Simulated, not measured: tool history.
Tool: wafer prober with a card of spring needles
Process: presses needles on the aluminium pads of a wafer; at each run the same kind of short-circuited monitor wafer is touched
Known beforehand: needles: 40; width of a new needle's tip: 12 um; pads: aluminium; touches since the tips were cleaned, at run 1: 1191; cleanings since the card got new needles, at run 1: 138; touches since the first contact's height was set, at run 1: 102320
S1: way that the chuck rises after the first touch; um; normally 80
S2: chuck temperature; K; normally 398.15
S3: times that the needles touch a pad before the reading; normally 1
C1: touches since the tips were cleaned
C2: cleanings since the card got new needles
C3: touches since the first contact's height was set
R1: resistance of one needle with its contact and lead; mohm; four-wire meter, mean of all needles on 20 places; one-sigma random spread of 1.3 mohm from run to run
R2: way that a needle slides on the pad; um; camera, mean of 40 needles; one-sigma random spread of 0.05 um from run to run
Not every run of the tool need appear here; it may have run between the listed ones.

run   hour  S1      S2  S3    C1   C2      C3   R1     R2
  1    0.0  80  398.15   1  1191  138  102320  133  14.27
       5.3  -- tips cleaned on abrasive film
      14.0  -- tips cleaned on abrasive film
      22.8  -- tips cleaned on abrasive film
  2   27.9  80  398.15   1  1920  141  112668  140  14.29
      31.4  -- tips cleaned on abrasive film
      40.1  -- tips cleaned on abrasive film
      47.2  -- tips cleaned on abrasive film
  3   48.4  80  398.15   1   452  144  120229  123  14.21
      55.3  -- tips cleaned on abrasive film
      62.3  -- tips cleaned on abrasive film
      71.1  -- tips cleaned on abrasive film
      79.8  -- tips cleaned on abrasive film
  4   80.9  80  398.15   1   428  148  132289  121  14.08
      88.0  -- tips cleaned on abrasive film
      96.7  -- tips cleaned on abrasive film
     105.5  -- tips cleaned on abrasive film
     114.2  -- tips cleaned on abrasive film
  5  115.4  80  398.15   1   457  152  145062  118  14.15
     122.4  -- tips cleaned on abrasive film
     131.0  -- tips cleaned on abrasive film
     138.1  -- tips cleaned on abrasive film
     146.8  -- tips cleaned on abrasive film
  6  147.2  80  398.15   1   158  156  156837  120  14.09
     154.2  -- tips cleaned on abrasive film
     163.0  -- tips cleaned on abrasive film
     171.7  -- tips cleaned on abrasive film
  7  172.0  80  398.15   1   124  159  166031  117  13.94
     174.1  -- height of the first contact set anew
     179.4  -- tips cleaned on abrasive film
     188.1  -- tips cleaned on abrasive film
     196.8  -- tips cleaned on abrasive film
     203.8  -- tips cleaned on abrasive film
  8  204.2  80  301.15   1   143  163   11140  107  14.62
     211.2  -- tips cleaned on abrasive film
     218.2  -- tips cleaned on abrasive film
     226.9  -- tips cleaned on abrasive film
     234.0  -- tips cleaned on abrasive film
     242.7  -- tips cleaned on abrasive film
  9  244.2  80  301.15   1   556  168   25945  113  14.60
     251.2  -- tips cleaned on abrasive film
     259.9  -- tips cleaned on abrasive film
     268.7  -- tips cleaned on abrasive film
     277.4  -- tips cleaned on abrasive film
 10  283.4  80  301.15   1  2267  172   40510  134  14.59
     285.3  -- tips cleaned on abrasive film
     294.0  -- tips cleaned on abrasive film
 11  300.7  80  301.15   1  2498  174   46897  136  14.48
     302.5  -- tips cleaned on abrasive film
     311.2  -- tips cleaned on abrasive film
     318.3  -- tips cleaned on abrasive film
     327.0  -- tips cleaned on abrasive film
     335.7  -- tips cleaned on abrasive film
 12  336.3  80  301.15   1   234  179   60078  110  14.43
     343.3  -- tips cleaned on abrasive film
     352.1  -- tips cleaned on abrasive film
     360.8  -- tips cleaned on abrasive film
 13  362.0  80  301.15   1   428  182   69582  115  14.39
     368.9  -- tips cleaned on abrasive film
     377.6  -- tips cleaned on abrasive film
     386.3  -- tips cleaned on abrasive film
 14  392.5  98  398.15   1  2297  185   80896  130  17.63
     394.2  -- tips cleaned on abrasive film
     403.0  -- tips cleaned on abrasive film
     411.7  -- tips cleaned on abrasive film
     418.7  -- tips cleaned on abrasive film
     426.2  -- tips cleaned on abrasive film
 15  426.2  98  308.15   1     0  190   93347  102  17.66
     434.7  -- tips cleaned on abrasive film
     443.5  -- tips cleaned on abrasive film
 16  446.2  86  330.15   2  1003  192  100767  113  15.46
     451.5  -- tips cleaned on abrasive film
     460.1  -- tips cleaned on abrasive film
 17  466.9  86  330.15   2  2568  194  108483  127  15.33
     468.8  -- tips cleaned on abrasive film
     475.8  -- tips cleaned on abrasive film
     484.5  -- tips cleaned on abrasive film
     493.3  -- tips cleaned on abrasive film
 18  498.8  86  330.15   2  2068  198  120266  121  15.32
     500.6  -- tips cleaned on abrasive film
     509.3  -- tips cleaned on abrasive film
     518.0  -- tips cleaned on abrasive film
 19  522.0  86  330.15   2  1493  201  128859  118  15.24
     525.6  -- tips cleaned on abrasive film
     534.3  -- tips cleaned on abrasive film
 20  539.7  99  358.15   1  2031  203  135426  128  17.53
     541.6  -- tips cleaned on abrasive film
     550.3  -- tips cleaned on abrasive film
     559.1  -- tips cleaned on abrasive film
     567.8  -- tips cleaned on abrasive film
 21  573.0  99  358.15   1  1949  207  147750  130  17.54
     576.5  -- tips cleaned on abrasive film
     585.2  -- tips cleaned on abrasive film
     592.3  -- tips cleaned on abrasive film
 22  597.9  99  358.15   1  2119  210  156979  131  17.44
     599.7  -- tips cleaned on abrasive film
     608.5  -- tips cleaned on abrasive film
 23  614.8  76  312.15   2  2374  212  163242  132  13.32
     616.7  -- tips cleaned on abrasive film
     625.4  -- tips cleaned on abrasive film
     625.7  -- height of the first contact set anew
     634.4  -- tips cleaned on abrasive film
     643.1  -- tips cleaned on abrasive film
     651.9  -- tips cleaned on abrasive film
 24  655.1  63  398.15   2  1199  217   10906  137  11.49
     660.3  -- tips cleaned on abrasive film
     667.4  -- tips cleaned on abrasive film
     676.1  -- tips cleaned on abrasive film
 25  681.6  70  398.15   2  2060  220   20730  137  12.85
     683.4  -- tips cleaned on abrasive film
     692.1  -- tips cleaned on abrasive film
     700.7  -- tips cleaned on abrasive film
 26  704.1  70  398.15   2  1253  223   29046  131  12.69
     709.4  -- tips cleaned on abrasive film
     718.1  -- tips cleaned on abrasive film
     726.9  -- tips cleaned on abrasive film
 27  730.7  95  398.15   3  1440  226   38913  118  17.35

Predict each of these 4 candidate next runs independently; none follows another, all start after run 27:
     734.3  -- tips cleaned on abrasive film
     742.9  -- tips cleaned on abrasive film
     750.7  -- tips cleaned on abrasive film
  A  750.7  77  319.15   1   0  229  46304   ?   ?
     734.3  -- tips cleaned on abrasive film
     742.9  -- tips cleaned on abrasive film
     750.7  -- tips cleaned on abrasive film
  B  750.7  80  375.15   1   0  229  46304   ?   ?
     734.3  -- tips cleaned on abrasive film
     742.9  -- tips cleaned on abrasive film
     750.7  -- tips cleaned on abrasive film
  C  750.7  76  336.15   1   0  229  46304   ?   ?
     734.3  -- tips cleaned on abrasive film
     742.9  -- tips cleaned on abrasive film
     750.7  -- tips cleaned on abrasive film
  D  750.7  80  312.15   1   0  229  46304   ?   ?

run   R1     R2
  A  106  13.95
  B  113  14.60
  C  112  13.81
  D  107  14.52
Without the tool's unlogged condition, the same runs would have read:
run   R1     R2
  A  101  14.16
  B  107  14.81
  C  106  14.02
  D  102  14.74
